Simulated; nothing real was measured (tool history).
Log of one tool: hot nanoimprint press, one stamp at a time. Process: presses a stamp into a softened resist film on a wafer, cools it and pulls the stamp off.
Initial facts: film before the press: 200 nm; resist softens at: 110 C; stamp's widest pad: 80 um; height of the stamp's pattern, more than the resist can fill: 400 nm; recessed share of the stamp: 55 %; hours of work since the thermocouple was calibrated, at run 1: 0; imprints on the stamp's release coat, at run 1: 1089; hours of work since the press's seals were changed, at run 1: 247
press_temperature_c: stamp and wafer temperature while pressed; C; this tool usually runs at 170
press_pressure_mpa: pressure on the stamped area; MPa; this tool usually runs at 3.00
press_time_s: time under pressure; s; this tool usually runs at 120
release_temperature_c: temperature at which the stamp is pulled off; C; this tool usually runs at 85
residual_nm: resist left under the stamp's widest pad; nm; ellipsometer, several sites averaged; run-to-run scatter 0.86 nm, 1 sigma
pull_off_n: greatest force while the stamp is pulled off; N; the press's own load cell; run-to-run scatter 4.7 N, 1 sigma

run   hour  press_temperature_c  press_pressure_mpa  press_time_s  release_temperature_c  hours of work since the thermocouple was calibrated  imprints on the stamp's release coat  hours of work since the press's seals were changed  residual_nm  pull_off_n
  1    0.0                  170                3.00           120                     85                                                    0                                  1089                                                 247        117.4         305
  2   18.3                  170                3.00           120                     85                                                    8                                  1128                                                 255        117.5         304
  3   31.3                  170                3.00           120                     85                                                   14                                  1156                                                 261        118.1         316
  4   42.6                  170                3.00           120                     85                                                   18                                  1181                                                 266        116.4         313
  5   64.3                  170                3.00           120                     85                                                   28                                  1227                                                 275        119.6         316
  6   84.4                  170                3.00           120                     85                                                   36                                  1271                                                 284        117.6         317
  7  101.0                  170                3.00           120                     85                                                   44                                  1307                                                 291        118.7         319
  8  112.5                  170                3.00           120                     85                                                   49                                  1332                                                 296        118.0         315
  9  125.6                  170                3.00           120                     85                                                   54                                  1360                                                 302        118.7         318
 10  143.8                  170                3.00           120                     85                                                   62                                  1399                                                 310        118.2         331
 11  159.5                  170                3.00           120                     85                                                   69                                  1433                                                 316        118.3         328
 12  168.9                  170                3.00           120                     89                                                   73                                  1454                                                 320        119.9         326
 13  189.3                  170                3.00           120                     85                                                   82                                  1498                                                 329        120.0         332
 14  199.6                  170                3.00           120                     85                                                   86                                  1520                                                 334        118.3         338
 15  217.1                  170                3.00            64                     85                                                   94                                  1558                                                 341        142.8         333
 16  233.7                  181                2.39            76                     85                                                  101                                  1594                                                 348        100.4         351
 17  245.7                  181                2.39            76                     85                                                  106                                  1619                                                 354         97.5         342
 18  267.1                  177                3.94           120                     85                                                  115                                  1666                                                 363         78.7         345
 19  277.8                  177                3.94           120                     85                                                  120                                  1689                                                 367         79.8         346
 20  297.3                  177                3.94           120                     85                                                  128                                  1731                                                 376         79.8         341
 21  317.6                  161                3.00           120                     70                                                  137                                  1775                                                 385        158.5         423
     335.1  -- stamp cleaned and given a new release coat
 22  335.1                  161                3.68           120                     70                                                  142                                     0                                                 390        154.5         263
 23  347.1                  172                3.81           180                     85                                                  147                                    26                                                 395         87.3         236
 24  360.2                  162                2.40           111                     72                                                  153                                    54                                                 400        166.0         257
 25  371.8                  162                2.40           111                     72                                                  158                                    79                                                 405        164.2         269
 26  386.4                  181                1.85           140                     73                                                  164                                   111                                                 412         87.8         261
 27  397.7                  158                3.00           120                     85                                                  169                                   135                                                 417        171.1         230
 28  413.5                  170                4.78           120                     83                                                  176                                   169                                                 423        101.4         244
 29  432.1                  181                2.61            96                     85                                                  184                                   209                                                 431         87.3         242
 30  445.3                  171                4.75           138                     75                                                  190                                   238                                                 437         92.5         264

Forecast each of these 4 alternatives for the next run:
  A  457.2                  180                3.00           120                     80                                                  195                                   264                                                 442            ?           ?
  B  457.2                  170                3.00           118                     76                                                  195                                   264                                                 442            ?           ?
  C  457.2                  167                3.00           120                     85                                                  195                                   264                                                 442            ?           ?
  D  457.2                  175                3.00           156                     73                                                  195                                   264                                                 442            ?           ?

run  residual_nm  pull_off_n
  A         78.5         255
  B        121.1         263
  C        134.9         245
  D         90.5         277
What these runs would have given with no unlogged condition in the tool:
run  residual_nm  pull_off_n
  A         75.3         236
  B        117.0         244
  C        130.8         227
  D         86.8         256

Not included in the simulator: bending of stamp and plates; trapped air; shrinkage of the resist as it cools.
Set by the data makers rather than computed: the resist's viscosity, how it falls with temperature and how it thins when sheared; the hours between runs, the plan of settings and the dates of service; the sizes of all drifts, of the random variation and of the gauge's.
